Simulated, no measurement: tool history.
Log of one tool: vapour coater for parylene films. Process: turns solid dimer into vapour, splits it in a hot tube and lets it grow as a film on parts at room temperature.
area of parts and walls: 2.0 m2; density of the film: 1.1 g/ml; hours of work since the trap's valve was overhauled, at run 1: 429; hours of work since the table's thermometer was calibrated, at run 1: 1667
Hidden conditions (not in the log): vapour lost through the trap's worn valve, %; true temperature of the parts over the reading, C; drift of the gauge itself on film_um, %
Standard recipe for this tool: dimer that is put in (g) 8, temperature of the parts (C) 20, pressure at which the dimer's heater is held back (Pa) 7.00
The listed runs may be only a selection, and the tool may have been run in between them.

run	hour	dimer that is put in (g)	temperature of the parts (C)	pressure at which the dimer's heater is held back (Pa)	hours of work since the trap's valve was overhauled	hours of work since the table's thermometer was calibrated	thickness of the film (nm)
1	0.0	8	20	7.00	429	1667	2170
# hour 38.6: table's thermometer calibrated
2	42.8	8	20	7.00	458	3	2310
3	108.6	8	20	7.00	505	50	2280
4	138.6	8	20	7.00	527	71	2240
5	184.6	8	20	7.00	559	104	2270
6	247.5	8	28	7.00	604	149	1720
7	312.0	8	28	7.00	650	195	1710
8	346.5	3	20	7.00	675	219	830
# hour 371.2: trap's valve overhauled
9	391.8	3	20	7.00	15	249	810
10	440.3	3	20	7.00	49	283	830
11	473.8	3	20	7.00	73	307	810
12	519.5	8	20	7.00	106	340	2140
# hour 533.9: trap's valve overhauled, once more
13	562.3	8	20	7.00	20	367	2390
14	619.1	8	20	7.00	61	408	2400
15	656.7	8	20	3.46	87	435	2620
16	703.4	8	20	7.00	121	468	2350
17	767.5	8	20	7.00	166	514	2330
18	828.7	8	19	7.00	210	557	2430
19	893.3	8	20	7.00	256	603	2330
20	946.2	8	20	7.00	294	641	2300
21	1008.5	8	20	7.00	338	685	2320
22	1037.4	8	20	7.00	359	706	2260
23	1087.3	8	20	7.00	394	742	2280
24	1117.6	8	20	7.00	416	763	2300
25	1174.7	8	31	7.00	457	804	1570
26	1240.0	8	31	7.00	503	850	1530
27	1276.1	8	31	2.45	529	876	1690
28	1327.4	6	21	2.47	565	913	1800
29	1366.7	8	13	10.58	593	941	2680
30	1422.8	6	15	5.78	633	981	1970
31	1456.8	6	15	5.78	658	1005	1980
# hour 1505.2: trap's valve overhauled
32	1530.6	6	15	5.78	18	1055	2160
33	1569.7	3	19	5.78	46	1082	910
34	1614.5	3	19	9.56	78	1114	860
35	1646.0	10	15	6.57	100	1137	3480
36	1684.8	8	18	5.77	128	1164	2540
37	1742.7	12	19	4.37	169	1206	3740
38	1790.1	12	19	4.37	203	1239	3700
39	1832.9	8	20	7.20	234	1270	2290
40	1862.5	10	15	7.00	255	1291	3360
41	1906.7	10	15	7.00	286	1323	3320
42	1974.6	6	20	5.79	335	1371	1700
43	2031.2	11	16	5.69	375	1411	3560
44	2083.8	7	20	4.89	412	1449	2030
45	2127.2	5	13	6.61	443	1480	1770
46	2156.2	10	20	4.70	464	1500	2830
47	2195.0	8	20	6.00	492	1528	2220
48	2265.4	11	23	7.00	542	1578	2700

Here are 3 independent what-if runs from the current tool condition. What would each one return?
A	2326.3	10	15	2.33	585	1621	?
B	2326.3	8	21	7.00	585	1621	?
C	2326.3	8	20	6.31	585	1621	?

run	thickness of the film (nm)
A	3560
B	2110
C	2170
With the hidden condition removed and each run's random variation left untouched, the same runs would have given:
run	thickness of the film (nm)
A	4010
B	2380
C	2440
